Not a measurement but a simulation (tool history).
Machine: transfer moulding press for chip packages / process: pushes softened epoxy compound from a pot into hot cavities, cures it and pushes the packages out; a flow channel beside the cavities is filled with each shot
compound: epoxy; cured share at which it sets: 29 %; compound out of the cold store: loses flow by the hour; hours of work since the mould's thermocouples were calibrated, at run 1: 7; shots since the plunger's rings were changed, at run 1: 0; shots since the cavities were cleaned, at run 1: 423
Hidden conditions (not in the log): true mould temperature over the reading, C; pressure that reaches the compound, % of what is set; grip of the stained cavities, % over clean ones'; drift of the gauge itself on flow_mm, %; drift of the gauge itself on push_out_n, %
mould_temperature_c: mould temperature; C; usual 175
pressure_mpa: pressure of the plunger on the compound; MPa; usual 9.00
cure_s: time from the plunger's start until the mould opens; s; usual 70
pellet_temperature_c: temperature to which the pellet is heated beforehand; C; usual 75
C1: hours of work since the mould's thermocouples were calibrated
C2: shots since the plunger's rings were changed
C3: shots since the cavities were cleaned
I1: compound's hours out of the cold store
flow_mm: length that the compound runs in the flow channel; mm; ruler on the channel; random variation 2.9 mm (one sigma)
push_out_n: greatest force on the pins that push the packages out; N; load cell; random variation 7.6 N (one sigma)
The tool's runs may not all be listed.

{"run": 1, "hour": 0.0, "mould_temperature_c": 175, "pressure_mpa": 9.0, "cure_s": 70, "pellet_temperature_c": 75, "C1": 7, "C2": 0, "C3": 423, "I1": 39.5, "flow_mm": 818, "push_out_n": 488}
{"run": 2, "hour": 6.9, "mould_temperature_c": 175, "pressure_mpa": 9.0, "cure_s": 70, "pellet_temperature_c": 75, "C1": 10, "C2": 73, "C3": 496, "I1": 8.5, "flow_mm": 953, "push_out_n": 522}
{"hour": 11.4, "done": "cavities cleaned with cleaning compound and waxed"}
{"run": 3, "hour": 16.4, "mould_temperature_c": 175, "pressure_mpa": 9.0, "cure_s": 70, "pellet_temperature_c": 75, "C1": 13, "C2": 157, "C3": 53, "I1": 40.8, "flow_mm": 814, "push_out_n": 332}
{"run": 4, "hour": 23.3, "mould_temperature_c": 168, "pressure_mpa": 9.0, "cure_s": 70, "pellet_temperature_c": 75, "C1": 16, "C2": 229, "C3": 125, "I1": 22.9, "flow_mm": 899, "push_out_n": 617}
{"run": 5, "hour": 30.8, "mould_temperature_c": 175, "pressure_mpa": 8.97, "cure_s": 70, "pellet_temperature_c": 75, "C1": 20, "C2": 308, "C3": 204, "I1": 43.9, "flow_mm": 804, "push_out_n": 385}
{"run": 6, "hour": 39.8, "mould_temperature_c": 175, "pressure_mpa": 7.16, "cure_s": 70, "pellet_temperature_c": 75, "C1": 24, "C2": 402, "C3": 298, "I1": 21.4, "flow_mm": 798, "push_out_n": 443}
{"run": 7, "hour": 48.1, "mould_temperature_c": 175, "pressure_mpa": 7.16, "cure_s": 70, "pellet_temperature_c": 75, "C1": 27, "C2": 490, "C3": 386, "I1": 33.5, "flow_mm": 750, "push_out_n": 465}
{"run": 8, "hour": 53.8, "mould_temperature_c": 175, "pressure_mpa": 7.16, "cure_s": 70, "pellet_temperature_c": 75, "C1": 30, "C2": 550, "C3": 446, "I1": 33.2, "flow_mm": 751, "push_out_n": 450}
{"run": 9, "hour": 59.4, "mould_temperature_c": 168, "pressure_mpa": 7.16, "cure_s": 70, "pellet_temperature_c": 75, "C1": 33, "C2": 609, "C3": 505, "I1": 32.5, "flow_mm": 760, "push_out_n": 753}

For run 10, what comes out?
{"hour": 62.5, "done": "cavities cleaned with cleaning compound and waxed"}
{"run": 10, "hour": 68.5, "mould_temperature_c": 168, "pressure_mpa": 7.16, "cure_s": 70, "pellet_temperature_c": 75, "C1": 36, "C2": 688, "C3": 63, "I1": 34.9, "flow_mm": "?", "push_out_n": "?"}

For run 10 the tool returned flow_mm 757 mm, push_out_n 546 N.
Without the tool's hidden state the same run would have given flow_mm 768 mm, push_out_n 499 N.
